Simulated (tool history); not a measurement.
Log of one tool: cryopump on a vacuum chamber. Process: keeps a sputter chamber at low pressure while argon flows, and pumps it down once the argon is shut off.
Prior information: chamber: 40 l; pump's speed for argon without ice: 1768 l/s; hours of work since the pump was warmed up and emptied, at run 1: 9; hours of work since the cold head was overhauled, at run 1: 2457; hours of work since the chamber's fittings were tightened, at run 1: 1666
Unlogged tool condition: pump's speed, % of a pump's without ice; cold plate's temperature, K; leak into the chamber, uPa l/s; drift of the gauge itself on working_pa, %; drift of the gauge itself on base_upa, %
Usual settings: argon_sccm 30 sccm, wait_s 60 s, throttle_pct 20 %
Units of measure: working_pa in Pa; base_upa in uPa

run    hour  argon_sccm  wait_s  throttle_pct  hours of work since the pump was warmed up and emptied  hours of work since the cold head was overhauled  hours of work since the chamber's fittings were tightened  working_pa  base_upa
  1       0          30      60            20                                                       9                                              2457                                                       1666      0.1455      2.03
  2      68          30      60            51                                                      66                                              2513                                                       1723      0.0584      1.92
  3   173.4          30      60            51                                                     153                                              2601                                                       1811      0.0581      2.02
  4   261.4          30      60            18                                                     226                                              2674                                                       1884      0.1622      2.02
  5   331.1          30      60            20                                                     284                                              2732                                                       1942      0.1463      2.11
  6   404.9          30      60            20                                                     346                                              2794                                                       2003      0.1472      2.13
  7   455.7          30      60            20                                                     388                                              2836                                                       2045      0.1467      2.18
  8     508          30      60            46                                                     432                                              2879                                                       2089      0.0663      2.19
  9   595.4          30      60            46                                                     504                                              2952                                                       2162      0.0671      2.15
 10   661.1          30      40            20                                                     559                                              3007                                                       2216      0.1479      2.83
 11   747.4          30      40            20                                                     631                                              3079                                                       2288      0.1482       2.9
 12   829.6          30      40            20                                                     699                                              3147                                                       2357      0.1492      2.83
 13   894.8          30      40            20                                                     753                                              3201                                                       2411      0.1489      2.97
      930.3  -- pump warmed up, emptied and cooled again
 14  1002.3          24      60            20                                                      60                                              3286                                                       2496      0.1169      2.25
 15  1071.3          30      60            20                                                     117                                              3344                                                       2553      0.1453       2.3
 16  1130.3          30      60            20                                                     166                                              3393                                                       2603      0.1458      2.38

Run 17 has not been measured yet. What should we expect?
 17  1221.3          30      60            20                                                     242                                              3469                                                       2678           ?         ?

{"run 17": {"working_pa": 0.1463, "base_upa": 2.4}}
If the tool had no hidden condition, the same run with the same run-to-run variation would have returned working_pa 0.1432 Pa, base_upa 1.22 uPa.
